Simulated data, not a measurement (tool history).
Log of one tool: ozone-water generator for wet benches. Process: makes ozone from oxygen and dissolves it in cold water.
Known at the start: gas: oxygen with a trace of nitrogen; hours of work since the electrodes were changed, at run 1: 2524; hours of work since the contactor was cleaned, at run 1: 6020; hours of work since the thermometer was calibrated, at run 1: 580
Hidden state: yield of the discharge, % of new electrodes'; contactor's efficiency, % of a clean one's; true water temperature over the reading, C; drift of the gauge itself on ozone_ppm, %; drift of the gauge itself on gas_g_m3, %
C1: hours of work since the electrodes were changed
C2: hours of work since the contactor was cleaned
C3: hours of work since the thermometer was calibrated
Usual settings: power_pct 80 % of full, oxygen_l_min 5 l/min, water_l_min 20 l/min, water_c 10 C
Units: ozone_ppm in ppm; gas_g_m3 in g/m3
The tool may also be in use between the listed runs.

run 1 hour=0 | power_pct=80 oxygen_l_min=5 water_l_min=20 water_c=10 | C1=2524 C2=6020 C3=580 | ozone_ppm=27.3 gas_g_m3=264.8
run 2 hour=54.5 | power_pct=80 oxygen_l_min=5 water_l_min=20 water_c=10 | C1=2565 C2=6061 C3=622 | ozone_ppm=27.4 gas_g_m3=262.3
run 3 hour=93.4 | power_pct=80 oxygen_l_min=5 water_l_min=25 water_c=10 | C1=2594 C2=6091 C3=651 | ozone_ppm=22.5 gas_g_m3=265.5
run 4 hour=143.5 | power_pct=80 oxygen_l_min=5 water_l_min=25 water_c=10 | C1=2632 C2=6129 C3=689 | ozone_ppm=22.2 gas_g_m3=264.8
run 5 hour=202.2 | power_pct=80 oxygen_l_min=5 water_l_min=25 water_c=10 | C1=2677 C2=6173 C3=733 | ozone_ppm=21.9 gas_g_m3=266.6
run 6 hour=274.7 | power_pct=80 oxygen_l_min=5 water_l_min=15 water_c=10 | C1=2731 C2=6228 C3=788 | ozone_ppm=35 gas_g_m3=263.5
run 7 hour=354.8 | power_pct=80 oxygen_l_min=5 water_l_min=15 water_c=10 | C1=2792 C2=6289 C3=849 | ozone_ppm=34.9 gas_g_m3=263.1
run 8 hour=416.2 | power_pct=84 oxygen_l_min=5 water_l_min=20 water_c=10 | C1=2839 C2=6335 C3=895 | ozone_ppm=28.3 gas_g_m3=273
run 9 hour=466.8 | power_pct=61 oxygen_l_min=5 water_l_min=20 water_c=10 | C1=2877 C2=6373 C3=933 | ozone_ppm=21.9 gas_g_m3=209.9
run 10 hour=519.8 | power_pct=80 oxygen_l_min=6.01 water_l_min=20 water_c=14 | C1=2917 C2=6413 C3=974 | ozone_ppm=25 gas_g_m3=232.7
run 11 hour=581.9 | power_pct=47 oxygen_l_min=2.75 water_l_min=27 water_c=8 | C1=2964 C2=6460 C3=1021 | ozone_ppm=12.7 gas_g_m3=260.2
run 12 hour=648.3 | power_pct=80 oxygen_l_min=3.43 water_l_min=20 water_c=5 | C1=3014 C2=6511 C3=1071 | ozone_ppm=28.6 gas_g_m3=339.9
run 13 hour=717.9 | power_pct=80 oxygen_l_min=3.43 water_l_min=20 water_c=16 | C1=3067 C2=6563 C3=1123 | ozone_ppm=25.7 gas_g_m3=336.4
run 14 hour=771.1 | power_pct=80 oxygen_l_min=4.79 water_l_min=18 water_c=17 | C1=3107 C2=6603 C3=1164 | ozone_ppm=27 gas_g_m3=269.5
run 15 hour=818.5 | power_pct=80 oxygen_l_min=4.79 water_l_min=18 water_c=17 | C1=3143 C2=6639 C3=1200 | ozone_ppm=27 gas_g_m3=268.6
run 16 hour=871.8 | power_pct=60 oxygen_l_min=5 water_l_min=20 water_c=7 | C1=3183 C2=6680 C3=1240 | ozone_ppm=22.2 gas_g_m3=206.1
run 17 hour=932.1 | power_pct=63 oxygen_l_min=2.76 water_l_min=31 water_c=7 | C1=3229 C2=6725 C3=1286 | ozone_ppm=13.8 gas_g_m3=325.1
-- hour=976.8 contactor cleaned
run 18 hour=990.4 | power_pct=97 oxygen_l_min=5 water_l_min=15 water_c=10 | C1=3270 C2=10 C3=1327 | ozone_ppm=43.8 gas_g_m3=302.4

Forecast each of these 4 alternatives for the next run:
run A hour=1032.6 | power_pct=68 oxygen_l_min=3.83 water_l_min=30 water_c=10 | C1=3302 C2=42 C3=1358 | ozone_ppm=? gas_g_m3=?
run B hour=1032.6 | power_pct=57 oxygen_l_min=5 water_l_min=13 water_c=6 | C1=3302 C2=42 C3=1358 | ozone_ppm=? gas_g_m3=?
run C hour=1032.6 | power_pct=89 oxygen_l_min=7.01 water_l_min=15 water_c=12 | C1=3302 C2=42 C3=1358 | ozone_ppm=? gas_g_m3=?
run D hour=1032.6 | power_pct=97 oxygen_l_min=5 water_l_min=15 water_c=9 | C1=3302 C2=42 C3=1358 | ozone_ppm=? gas_g_m3=?

run=A ozone_ppm=17.7 gas_g_m3=274.9
run=B ozone_ppm=33.5 gas_g_m3=195.9
run=C ozone_ppm=37.2 gas_g_m3=222.5
run=D ozone_ppm=44.3 gas_g_m3=299.3
Without the tool's hidden state the same runs would have given:
run=A ozone_ppm=19.4 gas_g_m3=300.9
run=B ozone_ppm=36.2 gas_g_m3=211.6
run=C ozone_ppm=41.6 gas_g_m3=248.8
run=D ozone_ppm=49.9 gas_g_m3=336.9

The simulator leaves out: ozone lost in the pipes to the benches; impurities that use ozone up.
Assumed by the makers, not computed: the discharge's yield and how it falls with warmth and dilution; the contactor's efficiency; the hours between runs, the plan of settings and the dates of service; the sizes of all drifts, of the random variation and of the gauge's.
